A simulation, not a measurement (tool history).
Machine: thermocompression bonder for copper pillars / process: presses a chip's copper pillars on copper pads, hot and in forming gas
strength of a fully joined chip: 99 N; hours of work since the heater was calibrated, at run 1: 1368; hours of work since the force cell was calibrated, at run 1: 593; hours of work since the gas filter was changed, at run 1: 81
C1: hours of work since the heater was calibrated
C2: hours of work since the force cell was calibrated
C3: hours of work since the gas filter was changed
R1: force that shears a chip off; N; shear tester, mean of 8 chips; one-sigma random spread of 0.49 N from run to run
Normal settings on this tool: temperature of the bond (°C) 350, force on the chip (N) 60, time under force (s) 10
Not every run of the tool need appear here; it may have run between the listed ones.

run 1 day=0 | temperature_of_the_bond_(°C)=350 force_on_the_chip_(N)=60 time_under_force_(s)=10 | C1=1368 C2=593 C3=81 | R1=68.9
-- day=1.783 forming gas filter changed
run 2 day=2.121 | temperature_of_the_bond_(°C)=350 force_on_the_chip_(N)=60 time_under_force_(s)=10 | C1=1402 C2=628 C3=6 | R1=71
-- day=2.808 heater calibrated with a thermocouple chip
run 3 day=4.1 | temperature_of_the_bond_(°C)=350 force_on_the_chip_(N)=59 time_under_force_(s)=10 | C1=21 C2=659 C3=37 | R1=73.2
run 4 day=5.508 | temperature_of_the_bond_(°C)=350 force_on_the_chip_(N)=59 time_under_force_(s)=10 | C1=45 C2=683 C3=60 | R1=72.2
run 5 day=7.296 | temperature_of_the_bond_(°C)=350 force_on_the_chip_(N)=59 time_under_force_(s)=10 | C1=74 C2=712 C3=90 | R1=71.9
-- day=8.433 forming gas filter changed
run 6 day=8.504 | temperature_of_the_bond_(°C)=350 force_on_the_chip_(N)=60 time_under_force_(s)=10 | C1=94 C2=732 C3=1 | R1=75.3
run 7 day=9.979 | temperature_of_the_bond_(°C)=350 force_on_the_chip_(N)=60 time_under_force_(s)=10 | C1=118 C2=756 C3=26 | R1=74.3
run 8 day=11.429 | temperature_of_the_bond_(°C)=350 force_on_the_chip_(N)=60 time_under_force_(s)=10 | C1=142 C2=780 C3=50 | R1=73.3
run 9 day=12.608 | temperature_of_the_bond_(°C)=350 force_on_the_chip_(N)=60 time_under_force_(s)=10 | C1=162 C2=800 C3=69 | R1=73.3
run 10 day=13.721 | temperature_of_the_bond_(°C)=350 force_on_the_chip_(N)=60 time_under_force_(s)=10 | C1=180 C2=818 C3=87 | R1=71.2
-- day=13.933 force cell calibrated
run 11 day=14.775 | temperature_of_the_bond_(°C)=350 force_on_the_chip_(N)=60 time_under_force_(s)=10 | C1=196 C2=14 C3=104 | R1=72
-- day=15.075 forming gas filter changed
run 12 day=16.154 | temperature_of_the_bond_(°C)=350 force_on_the_chip_(N)=43 time_under_force_(s)=10 | C1=219 C2=36 C3=18 | R1=64.4
run 13 day=18.262 | temperature_of_the_bond_(°C)=350 force_on_the_chip_(N)=60 time_under_force_(s)=10 | C1=254 C2=71 C3=53 | R1=73.4
run 14 day=19.321 | temperature_of_the_bond_(°C)=350 force_on_the_chip_(N)=80 time_under_force_(s)=10 | C1=271 C2=89 C3=70 | R1=81.4
run 15 day=20.425 | temperature_of_the_bond_(°C)=350 force_on_the_chip_(N)=80 time_under_force_(s)=10 | C1=289 C2=107 C3=88 | R1=80
-- day=21.633 forming gas filter changed
run 16 day=21.683 | temperature_of_the_bond_(°C)=350 force_on_the_chip_(N)=80 time_under_force_(s)=10 | C1=310 C2=127 C3=1 | R1=82.8
run 17 day=23.304 | temperature_of_the_bond_(°C)=350 force_on_the_chip_(N)=80 time_under_force_(s)=10 | C1=337 C2=154 C3=28 | R1=81.8
-- day=24.65 force cell calibrated, once more
run 18 day=25.017 | temperature_of_the_bond_(°C)=346 force_on_the_chip_(N)=80 time_under_force_(s)=21 | C1=364 C2=6 C3=55 | R1=87.4
run 19 day=26.558 | temperature_of_the_bond_(°C)=325 force_on_the_chip_(N)=73 time_under_force_(s)=16 | C1=389 C2=32 C3=80 | R1=75.1
run 20 day=27.488 | temperature_of_the_bond_(°C)=325 force_on_the_chip_(N)=73 time_under_force_(s)=16 | C1=405 C2=47 C3=96 | R1=74.7
-- day=28.258 forming gas filter changed
run 21 day=28.904 | temperature_of_the_bond_(°C)=350 force_on_the_chip_(N)=76 time_under_force_(s)=7 | C1=428 C2=70 C3=11 | R1=73.3
run 22 day=29.912 | temperature_of_the_bond_(°C)=337 force_on_the_chip_(N)=88 time_under_force_(s)=23 | C1=444 C2=87 C3=27 | R1=89.8
run 23 day=31.404 | temperature_of_the_bond_(°C)=337 force_on_the_chip_(N)=88 time_under_force_(s)=23 | C1=469 C2=111 C3=52 | R1=88.1
run 24 day=33.433 | temperature_of_the_bond_(°C)=378 force_on_the_chip_(N)=60 time_under_force_(s)=6 | C1=503 C2=145 C3=85 | R1=71.6
run 25 day=34.5 | temperature_of_the_bond_(°C)=367 force_on_the_chip_(N)=60 time_under_force_(s)=6 | C1=520 C2=162 C3=103 | R1=67.1
-- day=34.871 forming gas filter changed
run 26 day=36.017 | temperature_of_the_bond_(°C)=361 force_on_the_chip_(N)=84 time_under_force_(s)=6 | C1=545 C2=187 C3=19 | R1=77.8

Expected results for the next run?
run 27 day=38.004 | temperature_of_the_bond_(°C)=350 force_on_the_chip_(N)=48 time_under_force_(s)=17 | C1=578 C2=220 C3=52 | R1=?

{"run 27": {"R1": 73.6}}
Take away the tool's hidden state, keep the run-to-run variation as it was, and the same run would have given R1 76.4 N.

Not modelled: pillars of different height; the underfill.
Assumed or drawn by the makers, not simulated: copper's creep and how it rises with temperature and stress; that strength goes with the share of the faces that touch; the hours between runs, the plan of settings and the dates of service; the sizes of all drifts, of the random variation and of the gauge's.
